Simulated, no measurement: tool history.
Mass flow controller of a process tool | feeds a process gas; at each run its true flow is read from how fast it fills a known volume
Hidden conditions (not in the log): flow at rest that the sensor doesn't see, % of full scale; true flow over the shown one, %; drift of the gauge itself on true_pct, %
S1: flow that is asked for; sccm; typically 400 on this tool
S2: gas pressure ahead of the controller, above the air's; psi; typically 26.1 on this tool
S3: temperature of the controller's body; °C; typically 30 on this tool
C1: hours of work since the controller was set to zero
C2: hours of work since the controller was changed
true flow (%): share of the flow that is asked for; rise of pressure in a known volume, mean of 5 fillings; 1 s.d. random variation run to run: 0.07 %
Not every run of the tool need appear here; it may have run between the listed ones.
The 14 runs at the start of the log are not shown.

Run 15, hour 5272: usual settings but S1 249 sccm; C1 2870; C2 8686. Result: true flow (%) 102.29.
Run 16, hour 5775.2: usual settings but S1 249 sccm; C1 3205; C2 9021. Result: true flow (%) 102.45.
Run 17, hour 5981.4: usual settings but S1 83 sccm; C1 3342; C2 9158. Result: true flow (%) 105.4.
Run 18, hour 6208.8: usual settings; C1 3493; C2 9309. Result: true flow (%) 102.72.
Run 19, hour 6705.8: usual settings but S3 35 °C; C1 3823; C2 9639. Result: true flow (%) 102.59.
Run 20, hour 6981.8: usual settings but S3 35 °C; C1 4007; C2 9823. Result: true flow (%) 102.76.
Run 21, hour 7276.9: usual settings but S3 35 °C; C1 4203; C2 10019. Result: true flow (%) 102.8.
Run 22, hour 7533.1: usual settings but S1 375 sccm, S3 34 °C; C1 4373; C2 10189. Result: true flow (%) 102.96.
Run 23, hour 7919.2: usual settings but S1 375 sccm, S3 34 °C; C1 4629; C2 10446. Result: true flow (%) 103.06.
Run 24, hour 8324.6: usual settings but S1 375 sccm, S3 34 °C; C1 4899; C2 10715. Result: true flow (%) 103.24.
Run 25, hour 8775.2: usual settings but S1 148 sccm, S2 34.5 psi, S3 28 °C; C1 5198; C2 11014. Result: true flow (%) 105.65.
Run 26, hour 9118.5: usual settings but S1 148 sccm, S2 34.5 psi, S3 38 °C; C1 5426; C2 11243. Result: true flow (%) 105.41.
Run 27, hour 9616.4: usual settings but S1 148 sccm, S2 34.5 psi, S3 38 °C; C1 5757; C2 11573. Result: true flow (%) 105.74.
At hour 9690.6: controller's zero set anew.
Run 28, hour 9904: usual settings but S1 93 sccm, S2 26 psi, S3 38 °C; C1 142; C2 11764. Result: true flow (%) 100.72.
Run 29, hour 10164.8: usual settings but S1 93 sccm, S2 26 psi, S3 38 °C; C1 315; C2 11937. Result: true flow (%) 100.9.
Run 30, hour 10677.6: usual settings but S1 335 sccm, S2 26 psi, S3 38 °C; C1 656; C2 12278. Result: true flow (%) 101.79.
Run 31, hour 10978.9: usual settings but S1 144 sccm, S2 37.4 psi, S3 38 °C; C1 856; C2 12479. Result: true flow (%) 101.78.
Run 32, hour 11455.7: usual settings but S1 60 sccm, S2 38 psi, S3 27 °C; C1 1173; C2 12795. Result: true flow (%) 103.81.
Run 33, hour 11720.1: usual settings but S1 445 sccm, S2 25.7 psi; C1 1349; C2 12971. Result: true flow (%) 102.91.
Run 34, hour 12102.1: usual settings but S1 89 sccm, S2 25.7 psi; C1 1603; C2 13225. Result: true flow (%) 103.26.
Run 35, hour 12329.2: usual settings but S1 209 sccm, S2 37.3 psi, S3 35 °C; C1 1753; C2 13376. Result: true flow (%) 102.77.
Run 36, hour 12730: usual settings but S1 209 sccm, S2 37.3 psi, S3 35 °C; C1 2020; C2 13642. Result: true flow (%) 102.88.
Run 37, hour 12949.8: usual settings but S1 209 sccm, S3 35 °C; C1 2166; C2 13788. Result: true flow (%) 102.82.

What if the next run were any one of these 3? Each begins from the tool's condition after run 37:
Run A, hour 13441: usual settings but S1 157 sccm, S2 21.3 psi; C1 2492; C2 14115. Result: true flow (%) ?.
Run B, hour 13441: usual settings but S1 460 sccm, S2 21.9 psi, S3 25 °C; C1 2492; C2 14115. Result: true flow (%) ?.
Run C, hour 13441: usual settings but S1 212 sccm, S2 27.3 psi, S3 32 °C; C1 2492; C2 14115. Result: true flow (%) ?.

run  true flow (%)
  A         103.52
  B         103.63
  C         103.12
With no hidden state in the tool, these same runs would have given:
run  true flow (%)
  A          98.27
  B          99.72
  C           98.4
